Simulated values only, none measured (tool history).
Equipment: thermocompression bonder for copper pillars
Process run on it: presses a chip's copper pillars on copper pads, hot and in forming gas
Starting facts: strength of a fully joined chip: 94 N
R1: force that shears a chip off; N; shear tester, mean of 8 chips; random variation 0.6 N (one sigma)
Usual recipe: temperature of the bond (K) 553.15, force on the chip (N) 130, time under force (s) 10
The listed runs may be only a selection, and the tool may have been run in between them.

run 1 hour=0 | temperature_of_the_bond_(K)=553.15 force_on_the_chip_(N)=130 time_under_force_(s)=10 | R1=34.1
run 2 hour=56.5 | temperature_of_the_bond_(K)=553.15 force_on_the_chip_(N)=130 time_under_force_(s)=10 | R1=34.7
run 3 hour=121.6 | temperature_of_the_bond_(K)=581.15 force_on_the_chip_(N)=130 time_under_force_(s)=10 | R1=42.7
run 4 hour=202.9 | temperature_of_the_bond_(K)=553.15 force_on_the_chip_(N)=130 time_under_force_(s)=10 | R1=33.6
run 5 hour=277.7 | temperature_of_the_bond_(K)=553.15 force_on_the_chip_(N)=130 time_under_force_(s)=10 | R1=32.5
run 6 hour=320.8 | temperature_of_the_bond_(K)=553.15 force_on_the_chip_(N)=130 time_under_force_(s)=14 | R1=37.5
run 7 hour=408.1 | temperature_of_the_bond_(K)=553.15 force_on_the_chip_(N)=130 time_under_force_(s)=10 | R1=32.5
-- hour=418.4 heater calibrated with a thermocouple chip
-- hour=472.4 forming gas filter changed
run 8 hour=485.1 | temperature_of_the_bond_(K)=553.15 force_on_the_chip_(N)=130 time_under_force_(s)=10 | R1=31.3
run 9 hour=533.6 | temperature_of_the_bond_(K)=553.15 force_on_the_chip_(N)=130 time_under_force_(s)=10 | R1=30.2
run 10 hour=595.3 | temperature_of_the_bond_(K)=553.15 force_on_the_chip_(N)=130 time_under_force_(s)=17 | R1=38.1
run 11 hour=663.2 | temperature_of_the_bond_(K)=553.15 force_on_the_chip_(N)=86 time_under_force_(s)=10 | R1=19.3
run 12 hour=737.1 | temperature_of_the_bond_(K)=553.15 force_on_the_chip_(N)=134 time_under_force_(s)=10 | R1=29.9
run 13 hour=832.9 | temperature_of_the_bond_(K)=553.15 force_on_the_chip_(N)=134 time_under_force_(s)=10 | R1=30.5
run 14 hour=915.2 | temperature_of_the_bond_(K)=553.15 force_on_the_chip_(N)=130 time_under_force_(s)=15 | R1=34.9
run 15 hour=1009.6 | temperature_of_the_bond_(K)=553.15 force_on_the_chip_(N)=130 time_under_force_(s)=15 | R1=34.1
-- hour=1031 force cell calibrated
run 16 hour=1062.4 | temperature_of_the_bond_(K)=540.15 force_on_the_chip_(N)=130 time_under_force_(s)=10 | R1=27.9
run 17 hour=1139.4 | temperature_of_the_bond_(K)=540.15 force_on_the_chip_(N)=130 time_under_force_(s)=10 | R1=26.9
run 18 hour=1202.2 | temperature_of_the_bond_(K)=540.15 force_on_the_chip_(N)=130 time_under_force_(s)=10 | R1=27.8
run 19 hour=1256.6 | temperature_of_the_bond_(K)=553.15 force_on_the_chip_(N)=170 time_under_force_(s)=10 | R1=38.9
run 20 hour=1301 | temperature_of_the_bond_(K)=553.15 force_on_the_chip_(N)=130 time_under_force_(s)=10 | R1=29.6
-- hour=1359.3 forming gas filter changed
run 21 hour=1370 | temperature_of_the_bond_(K)=555.15 force_on_the_chip_(N)=106 time_under_force_(s)=10 | R1=28.5
run 22 hour=1431.5 | temperature_of_the_bond_(K)=536.15 force_on_the_chip_(N)=130 time_under_force_(s)=10 | R1=27.9
run 23 hour=1484.7 | temperature_of_the_bond_(K)=573.15 force_on_the_chip_(N)=145 time_under_force_(s)=28 | R1=61.2
run 24 hour=1530.7 | temperature_of_the_bond_(K)=553.15 force_on_the_chip_(N)=128 time_under_force_(s)=11 | R1=32.9
run 25 hour=1570.4 | temperature_of_the_bond_(K)=534.15 force_on_the_chip_(N)=167 time_under_force_(s)=26 | R1=49
run 26 hour=1647.6 | temperature_of_the_bond_(K)=557.15 force_on_the_chip_(N)=108 time_under_force_(s)=7 | R1=23.4
run 27 hour=1716.9 | temperature_of_the_bond_(K)=547.15 force_on_the_chip_(N)=128 time_under_force_(s)=8 | R1=27
run 28 hour=1766.1 | temperature_of_the_bond_(K)=547.15 force_on_the_chip_(N)=128 time_under_force_(s)=8 | R1=27
run 29 hour=1831.6 | temperature_of_the_bond_(K)=551.15 force_on_the_chip_(N)=157 time_under_force_(s)=10 | R1=37.5
run 30 hour=1926.2 | temperature_of_the_bond_(K)=551.15 force_on_the_chip_(N)=157 time_under_force_(s)=10 | R1=35
run 31 hour=1996.4 | temperature_of_the_bond_(K)=543.15 force_on_the_chip_(N)=104 time_under_force_(s)=29 | R1=34.8
run 32 hour=2082.7 | temperature_of_the_bond_(K)=543.15 force_on_the_chip_(N)=104 time_under_force_(s)=29 | R1=34.6
run 33 hour=2121.3 | temperature_of_the_bond_(K)=543.15 force_on_the_chip_(N)=104 time_under_force_(s)=29 | R1=33.8
run 34 hour=2165.1 | temperature_of_the_bond_(K)=559.15 force_on_the_chip_(N)=152 time_under_force_(s)=10 | R1=36.6
run 35 hour=2223.9 | temperature_of_the_bond_(K)=543.15 force_on_the_chip_(N)=152 time_under_force_(s)=7 | R1=26.7
-- hour=2247.4 forming gas filter changed
run 36 hour=2277.9 | temperature_of_the_bond_(K)=535.15 force_on_the_chip_(N)=152 time_under_force_(s)=7 | R1=27.2
run 37 hour=2350.9 | temperature_of_the_bond_(K)=535.15 force_on_the_chip_(N)=152 time_under_force_(s)=7 | R1=26.8
run 38 hour=2445 | temperature_of_the_bond_(K)=543.15 force_on_the_chip_(N)=83 time_under_force_(s)=22 | R1=26.6
run 39 hour=2530 | temperature_of_the_bond_(K)=568.15 force_on_the_chip_(N)=130 time_under_force_(s)=9 | R1=35.1

Here are 4 independent what-if runs from the current tool condition. What would each one return?
run A hour=2621.4 | temperature_of_the_bond_(K)=546.15 force_on_the_chip_(N)=125 time_under_force_(s)=7 | R1=?
run B hour=2621.4 | temperature_of_the_bond_(K)=557.15 force_on_the_chip_(N)=130 time_under_force_(s)=13 | R1=?
run C hour=2621.4 | temperature_of_the_bond_(K)=525.15 force_on_the_chip_(N)=114 time_under_force_(s)=10 | R1=?
run D hour=2621.4 | temperature_of_the_bond_(K)=569.15 force_on_the_chip_(N)=130 time_under_force_(s)=11 | R1=?

run=A R1=25.4
run=B R1=35.8
run=C R1=20.4
run=D R1=38.4
With the hidden condition removed and each run's random variation left untouched, the same runs would have given:
run=A R1=26.1
run=B R1=37
run=C R1=20.8
run=D R1=39.9
